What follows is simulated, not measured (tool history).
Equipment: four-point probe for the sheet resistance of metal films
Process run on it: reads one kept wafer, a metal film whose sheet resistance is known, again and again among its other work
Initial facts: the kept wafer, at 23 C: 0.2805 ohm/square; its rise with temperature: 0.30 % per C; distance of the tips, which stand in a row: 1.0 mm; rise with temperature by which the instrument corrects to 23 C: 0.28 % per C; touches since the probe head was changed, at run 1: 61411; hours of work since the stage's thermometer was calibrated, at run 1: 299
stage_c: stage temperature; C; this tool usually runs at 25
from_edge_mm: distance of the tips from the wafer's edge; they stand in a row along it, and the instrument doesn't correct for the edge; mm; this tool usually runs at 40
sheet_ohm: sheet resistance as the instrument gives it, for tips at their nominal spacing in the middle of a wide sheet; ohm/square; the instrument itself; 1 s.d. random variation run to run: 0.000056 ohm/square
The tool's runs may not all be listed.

| run | hour | stage_c | from_edge_mm | touches since the probe head was changed | hours of work since the stage's thermometer was calibrated | sheet_ohm |
|---|---|---|---|---|---|---|
| 1 | 0 | 25 | 40 | 61411 | 299 | 0.280579 |
| 2 | 82.7 | 20 | 40 | 64653 | 358 | 0.280178 |
| 3 | 144.1 | 21 | 40 | 67060 | 402 | 0.28034 |
| 4 | 182.8 | 35 | 40 | 68576 | 429 | 0.281323 |
| 5 | 238.2 | 25 | 40 | 70750 | 468 | 0.280732 |
| 6 | 294.2 | 25 | 40 | 72945 | 508 | 0.28071 |
| 7 | 365.9 | 25 | 40 | 75757 | 559 | 0.280815 |
| 8 | 430.4 | 25 | 40 | 78285 | 604 | 0.280606 |
| 9 | 476.2 | 25 | 40 | 80080 | 637 | 0.280672 |
| 10 | 539.6 | 25 | 40 | 82568 | 682 | 0.280765 |
| 11 | 600.9 | 25 | 40 | 84970 | 725 | 0.280831 |
| 12 | 646.1 | 28 | 64 | 86743 | 757 | 0.280857 |
| 13 | 726.9 | 28 | 64 | 89911 | 814 | 0.280813 |
| 14 | 800.6 | 20 | 10 | 92802 | 867 | 0.281676 |
| 15 | 840.3 | 29 | 31 | 94357 | 895 | 0.280996 |
| 16 | 877 | 29 | 31 | 95796 | 921 | 0.281129 |
| 17 | 937.8 | 29 | 31 | 98180 | 964 | 0.281046 |
| 18 | 1024 | 32 | 71 | 101560 | 1025 | 0.281164 |
| 19 | 1087.1 | 32 | 71 | 104034 | 1069 | 0.281091 |
| 20 | 1158 | 31 | 3 | 106814 | 1120 | 0.296826 |

Each row is a separate what-if for the run after 20, all from the same tool condition, not one after another. Results?
| A | 1229.9 | 25 | 72 | 109633 | 1171 | ? |
| B | 1229.9 | 32 | 27 | 109633 | 1171 | ? |
| C | 1229.9 | 29 | 7 | 109633 | 1171 | ? |

| run | sheet_ohm |
|---|---|
| A | 0.280585 |
| B | 0.281353 |
| C | 0.28397 |
With no hidden state in the tool, these same runs would have given:
| run | sheet_ohm |
|---|---|
| A | 0.280633 |
| B | 0.281401 |
| C | 0.284018 |
